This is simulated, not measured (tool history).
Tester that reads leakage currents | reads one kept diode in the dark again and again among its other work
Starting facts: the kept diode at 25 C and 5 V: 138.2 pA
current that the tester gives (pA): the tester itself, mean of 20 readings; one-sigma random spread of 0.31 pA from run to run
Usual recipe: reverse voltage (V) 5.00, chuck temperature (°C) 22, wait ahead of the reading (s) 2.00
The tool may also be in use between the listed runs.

run,hour,reverse voltage (V),chuck temperature (°C),wait ahead of the reading (s),current that the tester gives (pA)
1,0.0,5.00,22,2.00,109.49
2,88.5,5.00,24,2.00,131.06
3,188.7,5.00,24,2.00,131.52
4,280.1,5.00,24,2.00,130.31
5,398.6,5.00,24,2.00,129.25
6,479.0,5.00,24,2.00,129.52
7,537.2,5.00,30,2.00,222.63
8,607.9,5.00,22,3.15,106.66
9,701.6,5.00,22,3.15,106.55
10,770.1,5.00,22,3.15,106.21
11,860.3,7.42,45,2.00,1033.31
# hour 872.1: tester calibrated
12,963.4,11.98,22,2.00,184.15
# hour 1067.4: tester calibrated, once more
13,1067.4,2.03,30,0.45,126.81
14,1127.2,3.29,30,1.86,167.33

What will run 15 give?
15,1190.5,3.29,30,1.86,?

{"run 15": {"current that the tester gives (pA)": 166.28}}
The same run, on a tool lacking any hidden state, would have yielded current that the tester gives (pA) 174.94.
